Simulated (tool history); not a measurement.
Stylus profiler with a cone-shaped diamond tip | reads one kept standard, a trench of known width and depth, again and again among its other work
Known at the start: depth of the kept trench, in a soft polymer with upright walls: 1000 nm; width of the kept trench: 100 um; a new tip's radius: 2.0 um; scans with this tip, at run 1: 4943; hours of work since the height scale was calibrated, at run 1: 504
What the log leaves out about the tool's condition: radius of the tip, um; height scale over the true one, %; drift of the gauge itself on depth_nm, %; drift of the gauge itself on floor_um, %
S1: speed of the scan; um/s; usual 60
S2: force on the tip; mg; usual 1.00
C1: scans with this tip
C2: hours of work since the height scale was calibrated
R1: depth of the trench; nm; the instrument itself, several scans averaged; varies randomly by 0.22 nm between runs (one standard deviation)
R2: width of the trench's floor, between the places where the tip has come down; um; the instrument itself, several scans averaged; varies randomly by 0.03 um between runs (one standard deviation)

Run 1, hour 0.0: usual settings; C1 4943; C2 504. Result: R1 1002.87 nm, R2 96.01 um.
Run 2, hour 31.4: usual settings; C1 5071; C2 517. Result: R1 1002.91 nm, R2 95.99 um.
Run 3, hour 44.7: usual settings but S2 0.85 mg; C1 5125; C2 522. Result: R1 1002.01 nm, R2 95.92 um.
Run 4, hour 62.1: usual settings; C1 5195; C2 529. Result: R1 1002.94 nm, R2 95.98 um.
Run 5, hour 90.3: usual settings but S1 82 um/s; C1 5310; C2 541. Result: R1 1003.00 nm, R2 95.97 um.
Run 6, hour 116.3: usual settings but S1 20 um/s; C1 5416; C2 552. Result: R1 1002.94 nm, R2 96.13 um.
Run 7, hour 146.5: usual settings but S1 20 um/s; C1 5538; C2 564. Result: R1 1002.68 nm, R2 96.09 um.
Run 8, hour 160.7: usual settings but S2 0.80 mg; C1 5596; C2 570. Result: R1 1002.20 nm, R2 95.96 um.
Run 9, hour 182.0: usual settings but S1 29 um/s; C1 5682; C2 579. Result: R1 1003.01 nm, R2 96.05 um.
Run 10, hour 201.9: usual settings; C1 5763; C2 587. Result: R1 1002.93 nm, R2 95.88 um.
Run 11, hour 224.2: usual settings; C1 5854; C2 596. Result: R1 1003.14 nm, R2 95.97 um.
Run 12, hour 249.8: usual settings; C1 5958; C2 607. Result: R1 1002.71 nm, R2 95.93 um.
Run 13, hour 271.1: usual settings; C1 6044; C2 616. Result: R1 1003.03 nm, R2 95.93 um.
Run 14, hour 294.7: usual settings but S2 2.49 mg; C1 6140; C2 625. Result: R1 1006.38 nm, R2 95.96 um.
Run 15, hour 324.3: usual settings but S2 2.49 mg; C1 6260; C2 638. Result: R1 1006.54 nm, R2 95.98 um.
Run 16, hour 339.1: usual settings; C1 6320; C2 644. Result: R1 1002.60 nm, R2 95.93 um.
Run 17, hour 355.8: usual settings; C1 6388; C2 651. Result: R1 1002.47 nm, R2 95.90 um.
Run 18, hour 370.7: usual settings; C1 6448; C2 657. Result: R1 1002.64 nm, R2 95.84 um.
Run 19, hour 387.2: usual settings but S1 16 um/s; C1 6516; C2 664. Result: R1 1002.87 nm, R2 96.03 um.
Run 20, hour 409.4: usual settings but S2 1.34 mg; C1 6606; C2 673. Result: R1 1003.40 nm, R2 95.94 um.
Run 21, hour 423.8: usual settings but S2 1.34 mg; C1 6664; C2 679. Result: R1 1003.29 nm, R2 95.88 um.
Run 22, hour 438.3: usual settings but S1 61 um/s; C1 6723; C2 685. Result: R1 1002.51 nm, R2 95.92 um.
Run 23, hour 458.4: usual settings but S1 61 um/s; C1 6805; C2 693. Result: R1 1002.40 nm, R2 95.87 um.
Run 24, hour 477.5: usual settings but S1 129 um/s, S2 0.85 mg; C1 6882; C2 701. Result: R1 1002.46 nm, R2 95.68 um.
Run 25, hour 500.8: usual settings but S1 80 um/s; C1 6977; C2 711. Result: R1 1002.08 nm, R2 95.84 um.
Run 26, hour 525.8: usual settings but S1 50 um/s, S2 2.26 mg; C1 7078; C2 721. Result: R1 1005.47 nm, R2 95.91 um.
At hour 527.7: height scale calibrated on a step standard.
Run 27, hour 555.1: usual settings but S1 211 um/s, S2 1.12 mg; C1 7195; C2 11. Result: R1 1002.14 nm, R2 95.46 um.
Run 28, hour 570.0: usual settings but S1 27 um/s, S2 1.12 mg; C1 7256; C2 18. Result: R1 1002.40 nm, R2 95.98 um.
At hour 573.8: height scale calibrated on a step standard, once more.
Run 29, hour 600.0: usual settings but S1 68 um/s, S2 2.74 mg; C1 7376; C2 11. Result: R1 1008.71 nm, R2 95.92 um.
Run 30, hour 629.6: usual settings but S1 56 um/s, S2 1.18 mg; C1 7496; C2 23. Result: R1 1004.66 nm, R2 95.81 um.
Run 31, hour 647.7: usual settings but S1 166 um/s, S2 0.75 mg; C1 7569; C2 31. Result: R1 1003.63 nm, R2 95.48 um.
Run 32, hour 674.8: usual settings but S1 31 um/s, S2 0.41 mg; C1 7679; C2 42. Result: R1 1002.51 nm, R2 95.82 um.
Run 33, hour 703.9: usual settings but S1 31 um/s, S2 0.41 mg; C1 7797; C2 54. Result: R1 1002.72 nm, R2 95.81 um.
Run 34, hour 735.0: usual settings but S1 31 um/s, S2 0.41 mg; C1 7924; C2 67. Result: R1 1002.59 nm, R2 95.82 um.
Run 35, hour 749.7: usual settings but S2 0.59 mg; C1 7983; C2 73. Result: R1 1003.16 nm, R2 95.74 um.
Run 36, hour 767.0: usual settings but S2 0.59 mg; C1 8054; C2 80. Result: R1 1003.15 nm, R2 95.73 um.
Run 37, hour 789.7: usual settings but S2 0.59 mg; C1 8146; C2 89. Result: R1 1002.76 nm, R2 95.74 um.
Run 38, hour 803.0: usual settings but S1 47 um/s, S2 1.61 mg; C1 8200; C2 95. Result: R1 1005.84 nm, R2 95.88 um.
Run 39, hour 833.2: usual settings but S1 59 um/s, S2 1.36 mg; C1 8323; C2 107. Result: R1 1005.37 nm, R2 95.84 um.
Run 40, hour 851.3: usual settings but S1 84 um/s, S2 1.88 mg; C1 8396; C2 115. Result: R1 1006.40 nm, R2 95.75 um.
Run 41, hour 867.2: usual settings but S1 31 um/s, S2 2.45 mg; C1 8460; C2 121. Result: R1 1007.99 nm, R2 95.82 um.
Run 42, hour 889.2: usual settings but S1 31 um/s, S2 2.45 mg; C1 8550; C2 130. Result: R1 1007.42 nm, R2 95.81 um.
Run 43, hour 919.3: usual settings but S1 125 um/s, S2 1.03 mg; C1 8672; C2 143. Result: R1 1004.30 nm, R2 95.54 um.
Run 44, hour 937.1: usual settings but S1 21 um/s, S2 1.84 mg; C1 8744; C2 150. Result: R1 1005.77 nm, R2 95.80 um.
Run 45, hour 963.2: usual settings but S1 39 um/s, S2 0.71 mg; C1 8850; C2 161. Result: R1 1003.14 nm, R2 95.76 um.

What if the next run were any one of these 3? Each begins from the tool's condition after run 45:
Run A, hour 983.8: usual settings but S1 75 um/s, S2 0.62 mg; C1 8934; C2 170. Result: R1 ?, R2 ?.
Run B, hour 983.8: usual settings but S1 52 um/s; C1 8934; C2 170. Result: R1 ?, R2 ?.
Run C, hour 983.8: usual settings but S1 27 um/s, S2 2.83 mg; C1 8934; C2 170. Result: R1 ?, R2 ?.

run       R1     R2
  A  1002.89  95.63
  B  1004.14  95.73
  C  1008.25  95.83
Had the tool no hidden state, the same runs would have come out as:
run       R1     R2
  A  1003.09  96.29
  B  1004.33  96.38
  C  1008.44  96.49
